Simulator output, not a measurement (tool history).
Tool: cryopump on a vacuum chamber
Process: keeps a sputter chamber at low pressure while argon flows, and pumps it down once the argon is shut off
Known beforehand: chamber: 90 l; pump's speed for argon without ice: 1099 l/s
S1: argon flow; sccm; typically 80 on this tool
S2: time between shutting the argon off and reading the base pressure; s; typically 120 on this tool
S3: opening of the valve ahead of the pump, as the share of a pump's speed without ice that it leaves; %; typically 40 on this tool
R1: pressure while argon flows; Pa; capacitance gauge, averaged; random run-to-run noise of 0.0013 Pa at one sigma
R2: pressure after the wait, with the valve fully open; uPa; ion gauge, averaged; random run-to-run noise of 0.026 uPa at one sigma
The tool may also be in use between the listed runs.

run 1 day=0 | S1=80 S2=120 S3=40 | R1=0.3091 R2=1.36
run 2 day=2.079 | S1=80 S2=120 S3=40 | R1=0.308 R2=1.39
run 3 day=3.738 | S1=80 S2=120 S3=40 | R1=0.3103 R2=1.34
run 4 day=5.4 | S1=80 S2=120 S3=40 | R1=0.3131 R2=1.46
run 5 day=6.771 | S1=80 S2=120 S3=40 | R1=0.3138 R2=1.46
run 6 day=8.604 | S1=39 S2=120 S3=40 | R1=0.1519 R2=1.5
run 7 day=10.358 | S1=80 S2=31 S3=40 | R1=0.3154 R2=3.94
run 8 day=11.475 | S1=80 S2=31 S3=40 | R1=0.3166 R2=3.98
run 9 day=12.408 | S1=87 S2=28 S3=40 | R1=0.3442 R2=4.24
run 10 day=14.171 | S1=87 S2=28 S3=40 | R1=0.3439 R2=4.27
run 11 day=16.046 | S1=87 S2=28 S3=40 | R1=0.3476 R2=4.33
run 12 day=17.654 | S1=39 S2=28 S3=26 | R1=0.238 R2=4.21
run 13 day=18.654 | S1=41 S2=48 S3=27 | R1=0.2407 R2=2.89

Difference, measured minus no-hidden-state, one row per run. Run-to-run variation is common to both terms; the gauge's own scatter need not be:
Unlogged tool condition in this case: pump's speed, % of a pump's without ice; cold plate's temperature, K; leak into the chamber, uPa l/s; drift of the gauge itself on working_pa, %; drift of the gauge itself on base_upa, %.
run=1 R1=+0.0013 R2=+0.25
run=2 R1=+0.0026 R2=+0.28
run=3 R1=+0.0036 R2=+0.29
run=4 R1=+0.0047 R2=+0.32
run=5 R1=+0.0055 R2=+0.34
run=6 R1=+0.0032 R2=+0.36
run=7 R1=+0.008 R2=+0.4
run=8 R1=+0.0087 R2=+0.42
run=9 R1=+0.0102 R2=+0.42
run=10 R1=+0.0115 R2=+0.46
run=11 R1=+0.0129 R2=+0.49
run=12 R1=+0.0064 R2=+0.49
run=13 R1=+0.007 R2=+0.53

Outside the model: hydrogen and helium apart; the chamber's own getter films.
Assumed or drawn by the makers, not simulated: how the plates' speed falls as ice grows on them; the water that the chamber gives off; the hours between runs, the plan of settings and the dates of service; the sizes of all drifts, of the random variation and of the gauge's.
